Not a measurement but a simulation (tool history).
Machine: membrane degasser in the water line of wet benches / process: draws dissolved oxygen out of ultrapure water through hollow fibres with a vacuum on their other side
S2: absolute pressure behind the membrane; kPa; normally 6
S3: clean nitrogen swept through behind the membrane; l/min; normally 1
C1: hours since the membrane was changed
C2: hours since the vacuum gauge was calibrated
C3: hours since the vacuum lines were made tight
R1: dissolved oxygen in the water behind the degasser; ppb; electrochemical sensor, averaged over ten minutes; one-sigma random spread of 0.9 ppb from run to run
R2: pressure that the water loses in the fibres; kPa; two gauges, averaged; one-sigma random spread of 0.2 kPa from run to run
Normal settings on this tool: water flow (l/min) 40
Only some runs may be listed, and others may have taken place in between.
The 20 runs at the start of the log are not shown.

{"run": 21, "day": 138.05, "water flow (l/min)": 27, "S2": 9.54, "S3": 1.02, "C1": 11281, "C2": 959, "C3": 1611, "R1": 340.1, "R2": 29.35}
{"run": 22, "day": 144.896, "water flow (l/min)": 64, "S2": 5.79, "S3": 0.53, "C1": 11445, "C2": 1123, "C3": 1776, "R1": 436.1, "R2": 70.05}
{"run": 23, "day": 149.55, "water flow (l/min)": 64, "S2": 5.79, "S3": 0.53, "C1": 11557, "C2": 1235, "C3": 1887, "R1": 432.5, "R2": 69.36}
{"day": 155.775, "done": "gauge calibrated"}
{"run": 24, "day": 156.721, "water flow (l/min)": 35, "S2": 5.79, "S3": 2.32, "C1": 11729, "C2": 1407, "C3": 2059, "R1": 90.7, "R2": 38.25}
{"run": 25, "day": 164.812, "water flow (l/min)": 35, "S2": 5.79, "S3": 2.32, "C1": 11923, "C2": 1601, "C3": 2254, "R1": 90.6, "R2": 37.86}
{"run": 26, "day": 169.571, "water flow (l/min)": 40, "S2": 6, "S3": 0.77, "C1": 12037, "C2": 1716, "C3": 2368, "R1": 269.8, "R2": 43.34}
{"run": 27, "day": 176.433, "water flow (l/min)": 43, "S2": 4.47, "S3": 0.71, "C1": 12202, "C2": 1880, "C3": 2532, "R1": 141.2, "R2": 46.98}
{"run": 28, "day": 180.704, "water flow (l/min)": 43, "S2": 4.47, "S3": 0.71, "C1": 12305, "C2": 1983, "C3": 2635, "R1": 140.4, "R2": 46.64}
{"run": 29, "day": 186.125, "water flow (l/min)": 43, "S2": 4.47, "S3": 0.71, "C1": 12435, "C2": 2113, "C3": 2765, "R1": 141.3, "R2": 46.48}
{"run": 30, "day": 194.888, "water flow (l/min)": 61, "S2": 4.47, "S3": 2.26, "C1": 12645, "C2": 2323, "C3": 2975, "R1": 86.8, "R2": 66.3}
{"run": 31, "day": 201.067, "water flow (l/min)": 25, "S2": 4.06, "S3": 1.71, "C1": 12793, "C2": 2471, "C3": 3124, "R1": 28.9, "R2": 27.09}

Branching from run 31: 4 alternative next runs. What would each branch give?
{"run": "A", "day": 209.425, "water flow (l/min)": 25, "S2": 4.56, "S3": 1.89, "C1": 12994, "C2": 2672, "C3": 3324, "R1": "?", "R2": "?"}
{"run": "B", "day": 209.425, "water flow (l/min)": 25, "S2": 4.16, "S3": 0.56, "C1": 12994, "C2": 2672, "C3": 3324, "R1": "?", "R2": "?"}
{"run": "C", "day": 209.425, "water flow (l/min)": 49, "S2": 7.56, "S3": 2.07, "C1": 12994, "C2": 2672, "C3": 3324, "R1": "?", "R2": "?"}
{"run": "D", "day": 209.425, "water flow (l/min)": 25, "S2": 4.24, "S3": 1.71, "C1": 12994, "C2": 2672, "C3": 3324, "R1": "?", "R2": "?"}

run=A R1=41.4 R2=27.46
run=B R1=83.4 R2=27.14
run=C R1=222.8 R2=53.52
run=D R1=34.9 R2=27.2
What these runs would have given with no unlogged condition in the tool:
run=A R1=41.8 R2=27.43
run=B R1=84.1 R2=27.11
run=C R1=224.9 R2=53.46
run=D R1=35.1 R2=27.17

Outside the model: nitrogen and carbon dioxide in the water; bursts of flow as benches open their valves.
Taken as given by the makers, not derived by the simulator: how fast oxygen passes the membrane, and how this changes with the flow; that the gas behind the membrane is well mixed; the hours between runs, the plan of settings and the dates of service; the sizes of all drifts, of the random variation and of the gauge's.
